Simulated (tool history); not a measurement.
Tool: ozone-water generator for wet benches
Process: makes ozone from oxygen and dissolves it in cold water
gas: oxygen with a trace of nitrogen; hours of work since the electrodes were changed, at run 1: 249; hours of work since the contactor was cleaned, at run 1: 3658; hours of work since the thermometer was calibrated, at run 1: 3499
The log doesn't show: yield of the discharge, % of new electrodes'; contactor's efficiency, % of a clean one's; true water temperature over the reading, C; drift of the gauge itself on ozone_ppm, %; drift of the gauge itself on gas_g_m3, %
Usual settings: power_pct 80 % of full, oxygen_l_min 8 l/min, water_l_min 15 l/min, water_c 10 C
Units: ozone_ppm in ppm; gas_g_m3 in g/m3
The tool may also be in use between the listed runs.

run   hour  power_pct  oxygen_l_min  water_l_min  water_c  hours of work since the electrodes were changed  hours of work since the contactor was cleaned  hours of work since the thermometer was calibrated  ozone_ppm  gas_g_m3
  1      0         80             8           15       10                                              249                                           3658                                                3499         46     241.7
  2   12.5         59             8           15       10                                              261                                           3670                                                3511       37.2     197.3
  3   39.1         59             8           15       10                                              287                                           3696                                                3537       37.6     195.4
  4   66.6         59             8           15       10                                              314                                           3723                                                3564       37.7     197.5
  5   85.6         59             8           15       10                                              333                                           3742                                                3583       37.5       195
  6  102.5         83             8           15       10                                              349                                           3758                                                3600       47.4     249.1
  7  118.9         83             8           15       10                                              366                                           3774                                                3616       47.9     248.7
  8  135.6         83             8           15       10                                              382                                           3791                                                3632       48.2     248.5
  9  148.9         80             8           15        9                                              395                                           3804                                                3645         47     241.5
 10  171.3         80             8           15        9                                              417                                           3826                                                3667       46.5     242.3
 11  189.6         80             8           15        9                                              435                                           3844                                                3685       47.1     243.6
 12  212.3         80             8           15       16                                              457                                           3866                                                3708       41.2     242.2
 13  237.2         80             8           15       16                                              482                                           3891                                                3732       41.2     242.5
 14  261.7         80          6.69           15       10                                              506                                           3915                                                3756       47.7       270
 15  278.4         80             8           15       10                                              522                                           3931                                                3773       45.9     242.2
 16  294.1         80             8           15       10                                              538                                           3947                                                3788         46     244.1
 17  316.6         80             8           15       10                                              560                                           3969                                                3810       46.1     242.5
 18  336.3         80             8           15       10                                              579                                           3988                                                3830       45.6     243.7
 19  352.6         50          5.33           12       17                                              595                                           4004                                                3846         36     224.9
 20  371.3         54             8           15       16                                              614                                           4023                                                3864       31.6     182.1
 21  387.3         54             8           15       16                                              630                                           4039                                                3880       31.2     183.4
 22  411.3         80          6.73           13        8                                              653                                           4062                                                3904       54.2     268.8
 23  429.9         50          7.73           24        7                                              671                                           4080                                                3922       25.1     178.2
 24  455.2         50          7.73           24        9                                              696                                           4105                                                3947       24.3     176.6
 25  483.9         97             8           15        6                                              725                                           4134                                                3975       56.8     279.7
 26  511.1         97             8           15        6                                              751                                           4160                                                4002       57.4     275.9
 27  524.1         97             8           15        6                                              764                                           4173                                                4014       57.1     275.4
 28  541.1         80          5.58           15        6                                              781                                           4190                                                4031       51.1     301.9
 29  564.2         80          5.58           15        6                                              804                                           4213                                                4054         51     301.8
 30  581.4         80          4.25           15        6                                              820                                           4229                                                4071       52.2     360.3
 31  600.5         59          4.09           18        6                                              839                                           4248                                                4090       35.9     296.6
 32  625.4         59          4.09           18        6                                              864                                           4273                                                4114       36.2     296.7

4 ways to go on from here, each from the tool as it stands after run 32. What would each give?
  A  652.5         91          4.09           12       17                                              890                                           4299                                                4141          ?         ?
  B  652.5         59          4.09           24       13                                              890                                           4299                                                4141          ?         ?
  C  652.5         56          8.54           17       10                                              890                                           4299                                                4141          ?         ?
  D  652.5         80         12.14           15       10                                              890                                           4299                                                4141          ?         ?

run  ozone_ppm  gas_g_m3
  A       57.3       403
  B       25.9       299
  C       32.6       181
  D       41.7     184.7
Without the tool's hidden state the same runs would have given:
run  ozone_ppm  gas_g_m3
  A       58.8     407.1
  B       26.6     301.2
  C       33.4     182.3
  D       42.9     186.5
